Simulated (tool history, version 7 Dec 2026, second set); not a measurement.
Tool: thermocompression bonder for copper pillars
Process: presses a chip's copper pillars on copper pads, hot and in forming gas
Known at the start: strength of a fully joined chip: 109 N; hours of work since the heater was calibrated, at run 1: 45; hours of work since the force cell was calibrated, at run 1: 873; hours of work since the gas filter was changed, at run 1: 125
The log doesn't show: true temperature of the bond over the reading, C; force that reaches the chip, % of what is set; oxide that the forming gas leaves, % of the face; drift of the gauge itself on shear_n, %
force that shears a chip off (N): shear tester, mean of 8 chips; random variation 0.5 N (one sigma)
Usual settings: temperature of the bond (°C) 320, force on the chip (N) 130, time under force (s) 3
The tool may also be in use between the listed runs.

run    hour  temperature of the bond (°C)  force on the chip (N)  time under force (s)  hours of work since the heater was calibrated  hours of work since the force cell was calibrated  hours of work since the gas filter was changed  force that shears a chip off (N)
  1       0                           320                    130                     3                                             45                                                873                                             125                              57.2
       66.2  -- forming gas filter changed
  2    90.2                           320                    130                     3                                             96                                                923                                              14                              60.6
  3   173.5                           320                    130                     8                                            143                                                970                                              60                              78.2
  4   224.4                           320                    130                     8                                            172                                                999                                              89                              77.6
  5   287.3                           320                    130                     8                                            207                                               1035                                             125                              75.5
      354.1  -- forming gas filter changed
  6   363.4                           320                    130                     3                                            250                                               1077                                               5                              60.4
  7   406.4                           320                    130                     3                                            274                                               1101                                              30                              59.5
  8   463.5                           321                    130                     3                                            306                                               1134                                              62                              59.3
  9   532.5                           321                    130                     3                                            345                                               1173                                             101                              57.7
 10   586.6                           321                    130                     3                                            376                                               1203                                             131                              56.7
      641.5  -- forming gas filter changed
 11   641.5                           321                    130                     3                                            406                                               1234                                               0                              61.8
 12   703.6                           321                    130                     3                                            441                                               1269                                              35                              59.3
      732.7  -- force cell calibrated
 13   795.9                           320                    130                     3                                            492                                                 36                                              86                              58.5
 14   877.1                           320                    130                     3                                            538                                                 81                                             132                              58.6
      915.8  -- force cell calibrated, once more
      929.1  -- forming gas filter changed
 15   960.9                           320                    130                     3                                            584                                                 25                                              18                                57
 16  1004.9                           320                    141                     3                                            609                                                 50                                              43                              58.5
 17    1043                           320                    141                     3                                            631                                                 71                                              64                              58.3
 18  1131.6                           320                    141                     3                                            680                                                121                                             114                              56.4
 19  1202.7                           328                    161                     5                                            721                                                161                                             154                              71.7
     1218.5  -- forming gas filter changed
 20  1266.8                           328                    161                     7                                            756                                                197                                              27                              82.4
 21  1353.7                           328                    161                     7                                            805                                                246                                              76                              81.5
 22  1401.4                           328                    161                     7                                            832                                                273                                             103                              79.5
 23  1483.7                           318                    127                     4                                            879                                                320                                             149                              57.4
     1505.5  -- forming gas filter changed
 24  1526.9                           318                    127                     4                                            903                                                344                                              12                              60.9
 25  1613.6                           306                    130                     4                                            952                                                392                                              61                              55.4
 26  1686.4                           347                    154                     4                                            993                                                434                                             102                                77
 27  1770.2                           347                    154                     4                                           1040                                                481                                             149                              74.5
     1778.3  -- heater calibrated with a thermocouple chip
     1798.4  -- forming gas filter changed
 28  1862.1                           347                    158                     4                                             47                                                531                                              36                                81
 29  1920.9                           347                    158                     4                                             80                                                564                                              69                              80.1
 30  1960.4                           320                    130                     3                                            102                                                586                                              91                              58.2
 31  2008.5                           320                    130                     3                                            129                                                614                                             118                              56.8
     2081.9  -- forming gas filter changed
 32  2081.9                           320                    130                     3                                            171                                                655                                               0                              59.5
 33  2172.3                           337                    130                     2                                            222                                                706                                              51                              58.1
 34  2242.4                           329                    186                     4                                            261                                                745                                              90                              76.4

Forecast each of these 5 alternatives for the next run:
  A  2304.8                           304                     89                     8                                            296                                                780                                             126                                 ?
  B  2304.8                           323                    136                     2                                            296                                                780                                             126                                 ?
  C  2304.8                           329                    100                     4                                            296                                                780                                             126                                 ?
  D  2304.8                           297                    130                     2                                            296                                                780                                             126                                 ?
  E  2304.8                           303                    110                     4                                            296                                                780                                             126                                 ?

run  force that shears a chip off (N)
  A                              57.2
  B                                52
  C                              58.8
  D                              40.6
  E                                50
Without the tool's hidden state the same runs would have given:
run  force that shears a chip off (N)
  A                              59.8
  B                              54.3
  C                              61.5
  D                              42.4
  E                              52.2

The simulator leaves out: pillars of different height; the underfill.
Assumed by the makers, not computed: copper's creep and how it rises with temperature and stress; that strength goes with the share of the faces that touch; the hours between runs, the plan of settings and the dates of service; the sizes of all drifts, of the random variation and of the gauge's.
